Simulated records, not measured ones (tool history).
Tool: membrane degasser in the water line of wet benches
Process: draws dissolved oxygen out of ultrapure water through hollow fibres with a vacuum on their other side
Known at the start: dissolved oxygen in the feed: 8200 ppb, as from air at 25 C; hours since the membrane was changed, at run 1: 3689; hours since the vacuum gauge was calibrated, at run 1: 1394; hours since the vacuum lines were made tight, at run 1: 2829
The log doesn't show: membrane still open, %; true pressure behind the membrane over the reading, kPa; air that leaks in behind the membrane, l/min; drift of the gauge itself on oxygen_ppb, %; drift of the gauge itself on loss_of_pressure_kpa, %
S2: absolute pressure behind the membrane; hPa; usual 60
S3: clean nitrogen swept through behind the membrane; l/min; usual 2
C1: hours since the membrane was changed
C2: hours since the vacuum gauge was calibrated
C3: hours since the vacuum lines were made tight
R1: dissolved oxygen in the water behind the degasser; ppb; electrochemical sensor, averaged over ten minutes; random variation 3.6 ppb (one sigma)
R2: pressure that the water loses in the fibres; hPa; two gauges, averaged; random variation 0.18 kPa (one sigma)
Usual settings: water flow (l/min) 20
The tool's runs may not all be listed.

run 1 hour=0 | water_flow_(l/min)=20 S2=60 S3=2 | C1=3689 C2=1394 C3=2829 | R1=361.8 R2=310.2
run 2 hour=167.3 | water_flow_(l/min)=20 S2=60 S3=2 | C1=3857 C2=1561 C3=2996 | R1=366.4 R2=309.7
run 3 hour=410.1 | water_flow_(l/min)=20 S2=60 S3=2 | C1=4099 C2=1804 C3=3239 | R1=365.1 R2=309.4
run 4 hour=618.9 | water_flow_(l/min)=20 S2=53.4 S3=2 | C1=4308 C2=2013 C3=3448 | R1=359 R2=309
run 5 hour=723.1 | water_flow_(l/min)=20 S2=60 S3=2 | C1=4412 C2=2117 C3=3552 | R1=364.4 R2=312.3
run 6 hour=965.8 | water_flow_(l/min)=20 S2=60 S3=2 | C1=4655 C2=2360 C3=3795 | R1=374.8 R2=310.1
run 7 hour=1120.7 | water_flow_(l/min)=20 S2=60 S3=2 | C1=4810 C2=2515 C3=3950 | R1=371.1 R2=312.6
run 8 hour=1297 | water_flow_(l/min)=20 S2=60 S3=2 | C1=4986 C2=2691 C3=4126 | R1=372.8 R2=310.2
run 9 hour=1531.2 | water_flow_(l/min)=20 S2=60 S3=2 | C1=5221 C2=2925 C3=4360 | R1=373.2 R2=309.6
run 10 hour=1660.3 | water_flow_(l/min)=20 S2=106.1 S3=2 | C1=5350 C2=3054 C3=4489 | R1=474.8 R2=305.2
-- hour=1680.5 vacuum gauge calibrated
run 11 hour=1842.5 | water_flow_(l/min)=20 S2=106.1 S3=2 | C1=5531 C2=162 C3=4671 | R1=481 R2=308.7
run 12 hour=2062.5 | water_flow_(l/min)=20 S2=106.1 S3=2 | C1=5751 C2=382 C3=4891 | R1=467.8 R2=309.8
run 13 hour=2308.2 | water_flow_(l/min)=20 S2=106.1 S3=2 | C1=5997 C2=628 C3=5137 | R1=478.8 R2=310.8
run 14 hour=2456.7 | water_flow_(l/min)=20 S2=106.1 S3=2 | C1=6145 C2=776 C3=5285 | R1=480.3 R2=311.3
run 15 hour=2558 | water_flow_(l/min)=25 S2=60 S3=2 | C1=6247 C2=877 C3=5387 | R1=590.6 R2=390.9
run 16 hour=2773.9 | water_flow_(l/min)=25 S2=60 S3=2 | C1=6463 C2=1093 C3=5602 | R1=598 R2=390.3
run 17 hour=2896.4 | water_flow_(l/min)=25 S2=60 S3=2 | C1=6585 C2=1216 C3=5725 | R1=591.7 R2=390.6
-- hour=3036.1 vacuum gauge calibrated, once more
run 18 hour=3074.6 | water_flow_(l/min)=25 S2=60 S3=2 | C1=6763 C2=39 C3=5903 | R1=593.4 R2=390.8
run 19 hour=3275.1 | water_flow_(l/min)=27 S2=40.6 S3=2.77 | C1=6963 C2=239 C3=6103 | R1=620.6 R2=422.9
run 20 hour=3481.6 | water_flow_(l/min)=24 S2=40.6 S3=1.36 | C1=7170 C2=445 C3=6310 | R1=493.3 R2=374.1
run 21 hour=3618 | water_flow_(l/min)=25 S2=141.1 S3=4.38 | C1=7306 C2=582 C3=6446 | R1=635.9 R2=390.5
run 22 hour=3784 | water_flow_(l/min)=25 S2=55.2 S3=1.8 | C1=7472 C2=748 C3=6612 | R1=584.8 R2=391.4
run 23 hour=3921.7 | water_flow_(l/min)=20 S2=60 S3=0.88 | C1=7610 C2=886 C3=6750 | R1=444.1 R2=313.6
run 24 hour=4032 | water_flow_(l/min)=14 S2=82 S3=3.58 | C1=7720 C2=996 C3=6860 | R1=162 R2=219.3
run 25 hour=4267.2 | water_flow_(l/min)=15 S2=36.7 S3=1.1 | C1=7955 C2=1231 C3=7095 | R1=157.6 R2=235.7
run 26 hour=4432.3 | water_flow_(l/min)=15 S2=36.7 S3=1.1 | C1=8121 C2=1396 C3=7260 | R1=157.4 R2=236.2
run 27 hour=4626 | water_flow_(l/min)=30 S2=60 S3=1.09 | C1=8314 C2=1590 C3=7454 | R1=886.1 R2=468.8
run 28 hour=4832.2 | water_flow_(l/min)=12 S2=57.9 S3=4.23 | C1=8520 C2=1796 C3=7660 | R1=87.6 R2=188.1
run 29 hour=5012.3 | water_flow_(l/min)=13 S2=65.5 S3=2.67 | C1=8701 C2=1976 C3=7840 | R1=129.9 R2=202.8
-- hour=5185.6 seals of the vacuum lines changed
run 30 hour=5242.9 | water_flow_(l/min)=25 S2=96.5 S3=1.4 | C1=8929 C2=2205 C3=57 | R1=746.2 R2=396.5
run 31 hour=5423.1 | water_flow_(l/min)=20 S2=71.9 S3=2 | C1=9109 C2=2385 C3=238 | R1=405.9 R2=313.6

Some steps in R1 between neighbouring runs. How much of each would the tool show without its hidden state too (settings, what came in, random variation), and how much is left for the hidden state, with any gauge scatter that isn't in both results?
Run 26 -> 27: water flow (l/min) 15 -> 30, S2 36.7 -> 60, S3 1.1 -> 1.09. R1 +728.7 ppb: hidden state +25.4, all else +703.3.
Run 27 -> 28: water flow (l/min) 30 -> 12, S2 60 -> 57.9, S3 1.09 -> 4.23. R1 -798.5 ppb: hidden state -30.2, all else -768.3.
Run 29 -> 30: water flow (l/min) 13 -> 25, S2 65.5 -> 96.5, S3 2.67 -> 1.4, seals of the vacuum lines changed. R1 +616.3 ppb: hidden state +21.7, all else +594.6.
